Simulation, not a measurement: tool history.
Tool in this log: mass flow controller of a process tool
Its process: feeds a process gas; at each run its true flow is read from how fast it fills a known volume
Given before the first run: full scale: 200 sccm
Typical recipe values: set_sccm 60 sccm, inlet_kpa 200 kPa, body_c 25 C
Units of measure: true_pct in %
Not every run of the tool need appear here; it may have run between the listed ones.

run 1 day=0 | set_sccm=60 inlet_kpa=200 body_c=25 | true_pct=96.17
run 2 day=5.025 | set_sccm=60 inlet_kpa=200 body_c=25 | true_pct=96.11
run 3 day=9.85 | set_sccm=60 inlet_kpa=200 body_c=25 | true_pct=96.16
run 4 day=15.4 | set_sccm=60 inlet_kpa=200 body_c=25 | true_pct=96.05
run 5 day=18.808 | set_sccm=60 inlet_kpa=200 body_c=25 | true_pct=96.08
run 6 day=22.312 | set_sccm=60 inlet_kpa=200 body_c=25 | true_pct=95.92
run 7 day=27.346 | set_sccm=60 inlet_kpa=200 body_c=25 | true_pct=95.86
run 8 day=30.858 | set_sccm=60 inlet_kpa=200 body_c=25 | true_pct=95.85
run 9 day=34.438 | set_sccm=60 inlet_kpa=200 body_c=25 | true_pct=95.88
run 10 day=38.871 | set_sccm=60 inlet_kpa=200 body_c=25 | true_pct=95.83
run 11 day=41.483 | set_sccm=60 inlet_kpa=200 body_c=25 | true_pct=95.87
run 12 day=46.929 | set_sccm=60 inlet_kpa=200 body_c=25 | true_pct=95.76
run 13 day=50.204 | set_sccm=60 inlet_kpa=200 body_c=25 | true_pct=95.63
run 14 day=54.742 | set_sccm=60 inlet_kpa=200 body_c=25 | true_pct=95.56
run 15 day=58.954 | set_sccm=60 inlet_kpa=200 body_c=25 | true_pct=95.58
run 16 day=63.954 | set_sccm=60 inlet_kpa=200 body_c=25 | true_pct=95.59
run 17 day=67.446 | set_sccm=60 inlet_kpa=200 body_c=25 | true_pct=95.7
run 18 day=72.825 | set_sccm=60 inlet_kpa=200 body_c=25 | true_pct=95.44
-- day=73.225 controller's zero set anew
run 19 day=76.912 | set_sccm=60 inlet_kpa=149 body_c=25 | true_pct=95.64
run 20 day=81.062 | set_sccm=60 inlet_kpa=200 body_c=25 | true_pct=95.22
run 21 day=85.042 | set_sccm=60 inlet_kpa=200 body_c=25 | true_pct=95.33
run 22 day=89.433 | set_sccm=60 inlet_kpa=200 body_c=25 | true_pct=95.22
-- day=92.025 controller's zero set anew, once more
run 23 day=93.983 | set_sccm=60 inlet_kpa=200 body_c=25 | true_pct=95.99
run 24 day=98.546 | set_sccm=60 inlet_kpa=200 body_c=25 | true_pct=95.89
run 25 day=101.767 | set_sccm=60 inlet_kpa=170 body_c=25 | true_pct=96.01
run 26 day=106.533 | set_sccm=60 inlet_kpa=170 body_c=25 | true_pct=95.93
run 27 day=109.025 | set_sccm=57 inlet_kpa=200 body_c=25 | true_pct=95.71
run 28 day=113.675 | set_sccm=54 inlet_kpa=200 body_c=25 | true_pct=95.59
run 29 day=116.158 | set_sccm=54 inlet_kpa=200 body_c=25 | true_pct=95.59
run 30 day=119.258 | set_sccm=96 inlet_kpa=200 body_c=25 | true_pct=95.96
run 31 day=121.533 | set_sccm=173 inlet_kpa=263 body_c=31 | true_pct=96.21
run 32 day=126.838 | set_sccm=65 inlet_kpa=269 body_c=30 | true_pct=95.18
run 33 day=131.667 | set_sccm=75 inlet_kpa=141 body_c=35 | true_pct=95.71
run 34 day=135.008 | set_sccm=75 inlet_kpa=141 body_c=28 | true_pct=95.94
run 35 day=137.729 | set_sccm=186 inlet_kpa=141 body_c=28 | true_pct=97
run 36 day=143.288 | set_sccm=186 inlet_kpa=141 body_c=28 | true_pct=96.98
run 37 day=147.375 | set_sccm=26 inlet_kpa=199 body_c=25 | true_pct=94.91
run 38 day=150.596 | set_sccm=60 inlet_kpa=146 body_c=20 | true_pct=95.75
run 39 day=155.112 | set_sccm=175 inlet_kpa=146 body_c=20 | true_pct=96.9
run 40 day=160.1 | set_sccm=175 inlet_kpa=146 body_c=20 | true_pct=96.85
run 41 day=165.296 | set_sccm=175 inlet_kpa=233 body_c=20 | true_pct=96.25
run 42 day=169.967 | set_sccm=175 inlet_kpa=233 body_c=20 | true_pct=96.17
run 43 day=173.35 | set_sccm=30 inlet_kpa=200 body_c=25 | true_pct=94.67
run 44 day=176.383 | set_sccm=30 inlet_kpa=143 body_c=25 | true_pct=94.9
run 45 day=180.533 | set_sccm=60 inlet_kpa=257 body_c=28 | true_pct=94.7
run 46 day=182.933 | set_sccm=35 inlet_kpa=270 body_c=25 | true_pct=94.26
run 47 day=186.85 | set_sccm=125 inlet_kpa=270 body_c=22 | true_pct=95.49

4 options for the next run, each taken on its own from the tool as it stands now. Forecast them:
run A day=191.675 | set_sccm=70 inlet_kpa=145 body_c=21 | true_pct=?
run B day=191.675 | set_sccm=151 inlet_kpa=204 body_c=35 | true_pct=?
run C day=191.675 | set_sccm=125 inlet_kpa=270 body_c=34 | true_pct=?
run D day=191.675 | set_sccm=139 inlet_kpa=173 body_c=34 | true_pct=?

run=A true_pct=95.51
run=B true_pct=95.57
run=C true_pct=95.06
run=D true_pct=95.66
Without the tool's unlogged condition, the same runs would have read:
run=A true_pct=99.25
run=B true_pct=99.21
run=C true_pct=98.71
run=D true_pct=99.3

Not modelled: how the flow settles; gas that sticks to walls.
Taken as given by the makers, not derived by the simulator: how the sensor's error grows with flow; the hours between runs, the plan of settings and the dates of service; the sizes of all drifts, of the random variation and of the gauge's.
